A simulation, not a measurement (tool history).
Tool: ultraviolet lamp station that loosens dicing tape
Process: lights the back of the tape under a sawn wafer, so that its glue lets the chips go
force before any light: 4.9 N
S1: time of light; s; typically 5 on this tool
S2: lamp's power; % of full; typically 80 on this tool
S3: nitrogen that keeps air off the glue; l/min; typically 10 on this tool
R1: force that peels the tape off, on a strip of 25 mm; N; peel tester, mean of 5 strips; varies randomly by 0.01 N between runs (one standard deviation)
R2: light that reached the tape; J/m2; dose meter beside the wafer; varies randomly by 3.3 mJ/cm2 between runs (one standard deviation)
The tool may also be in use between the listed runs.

run 1 hour=0.0 | S1=5 S2=80 S3=10 | R1=0.524 R2=4560
run 2 hour=23.5 | S1=5 S2=80 S3=10 | R1=0.527 R2=4590
run 3 hour=60.7 | S1=5 S2=80 S3=3 | R1=1.144 R2=4540
run 4 hour=82.3 | S1=5 S2=85 S3=3 | R1=1.108 R2=4700
run 5 hour=112.3 | S1=5 S2=85 S3=3 | R1=1.069 R2=4670
run 6 hour=147.2 | S1=5 S2=80 S3=6 | R1=0.800 R2=4340
run 7 hour=181.4 | S1=5 S2=80 S3=10 | R1=0.590 R2=4310
-- hour=184.2 window cleaned of glue's vapour
run 8 hour=211.3 | S1=5 S2=80 S3=10 | R1=0.606 R2=4180
run 9 hour=232.0 | S1=7 S2=80 S3=9 | R1=0.379 R2=5850
run 10 hour=259.7 | S1=5 S2=76 S3=11 | R1=0.656 R2=3960
run 11 hour=293.3 | S1=4 S2=78 S3=7 | R1=1.143 R2=3210
run 12 hour=325.0 | S1=5 S2=96 S3=17 | R1=0.358 R2=4850
run 13 hour=362.6 | S1=7 S2=85 S3=4 | R1=0.662 R2=5850
run 14 hour=396.5 | S1=7 S2=85 S3=4 | R1=0.672 R2=5900
-- hour=421.1 window cleaned of glue's vapour, once more
run 15 hour=431.2 | S1=7 S2=85 S3=4 | R1=0.580 R2=6240
run 16 hour=462.0 | S1=8 S2=78 S3=14 | R1=0.285 R2=6420

Below are 5 alternative next runs, each starting from the tool's condition after run 16. Predict each:
run A hour=482.1 | S1=7 S2=76 S3=5 | R1=? R2=?
run B hour=482.1 | S1=9 S2=85 S3=10 | R1=? R2=?
run C hour=482.1 | S1=8 S2=85 S3=17 | R1=? R2=?
run D hour=482.1 | S1=4 S2=73 S3=5 | R1=? R2=?
run E hour=482.1 | S1=5 S2=71 S3=4 | R1=? R2=?

run=A R1=0.625 R2=5420
run=B R1=0.267 R2=7890
run=C R1=0.267 R2=6970
run=D R1=1.453 R2=3000
run=E R1=1.258 R2=3640
The same runs, with their run-to-run variation unchanged, on a tool lacking any hidden condition would have given:
run=A R1=0.443 R2=6780
run=B R1=0.236 R2=9860
run=C R1=0.245 R2=8710
run=D R1=1.108 R2=3750
run=E R1=0.942 R2=4540
